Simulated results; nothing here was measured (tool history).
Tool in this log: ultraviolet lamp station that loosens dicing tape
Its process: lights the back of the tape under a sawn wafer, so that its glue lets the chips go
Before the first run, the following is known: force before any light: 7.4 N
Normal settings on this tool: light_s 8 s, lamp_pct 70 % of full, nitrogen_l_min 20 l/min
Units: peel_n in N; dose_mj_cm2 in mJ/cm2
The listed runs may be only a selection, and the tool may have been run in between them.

| run | hour | light_s | lamp_pct | nitrogen_l_min | peel_n | dose_mj_cm2 |
|---|---|---|---|---|---|---|
| 1 | 0 | 8 | 70 | 20 | 0.442 | 419 |
| 2 | 22.4 | 14 | 70 | 20 | 0.105 | 735 |
| 3 | 35.6 | 8 | 70 | 20 | 0.446 | 420 |
| 4 | 51.2 | 8 | 70 | 20 | 0.447 | 425 |
| 5 | 69.4 | 8 | 79 | 20 | 0.318 | 473 |
| 6 | 85.5 | 8 | 79 | 20 | 0.32 | 471 |
| 7 | 101.8 | 9 | 70 | 20 | 0.319 | 469 |
| 8 | 116.6 | 9 | 70 | 20 | 0.32 | 472 |
| 9 | 128.1 | 9 | 70 | 20 | 0.323 | 472 |
| 10 | 142.9 | 8 | 89 | 20 | 0.238 | 532 |
| 11 | 157.9 | 8 | 63 | 20 | 0.58 | 379 |
| 12 | 181.7 | 8 | 65 | 20 | 0.522 | 387 |
| 13 | 203.2 | 8 | 70 | 11 | 0.672 | 419 |
| 14 | 215.4 | 8 | 70 | 11 | 0.679 | 421 |
| 15 | 241.6 | 8 | 76 | 27 | 0.289 | 455 |
| 16 | 260.8 | 15 | 70 | 11 | 0.126 | 790 |
| 17 | 285.9 | 15 | 70 | 11 | 0.129 | 780 |
|  | 304.5 | window cleaned of glue's vapour |
| 18 | 310.5 | 13 | 82 | 8 | 0.168 | 799 |
| 19 | 337.5 | 8 | 89 | 19 | 0.239 | 536 |
| 20 | 362.2 | 8 | 89 | 19 | 0.235 | 534 |
| 21 | 389.2 | 8 | 89 | 19 | 0.24 | 535 |
| 22 | 413.4 | 8 | 89 | 19 | 0.237 | 533 |
| 23 | 425.3 | 8 | 89 | 19 | 0.251 | 533 |
| 24 | 436.7 | 8 | 99 | 20 | 0.183 | 592 |
| 25 | 460.3 | 8 | 99 | 20 | 0.177 | 588 |
| 26 | 486.6 | 13 | 71 | 26 | 0.112 | 688 |

Branching from run 26: 3 alternative next runs. What would each branch give?
| A | 504.2 | 10 | 92 | 18 | ? | ? |
| B | 504.2 | 10 | 63 | 17 | ? | ? |
| C | 504.2 | 10 | 86 | 8 | ? | ? |

| run | peel_n | dose_mj_cm2 |
|---|---|---|
| A | 0.141 | 692 |
| B | 0.375 | 473 |
| C | 0.29 | 643 |
With no hidden state in the tool, these same runs would have given:
| run | peel_n | dose_mj_cm2 |
|---|---|---|
| A | 0.141 | 693 |
| B | 0.374 | 473 |
| C | 0.289 | 644 |
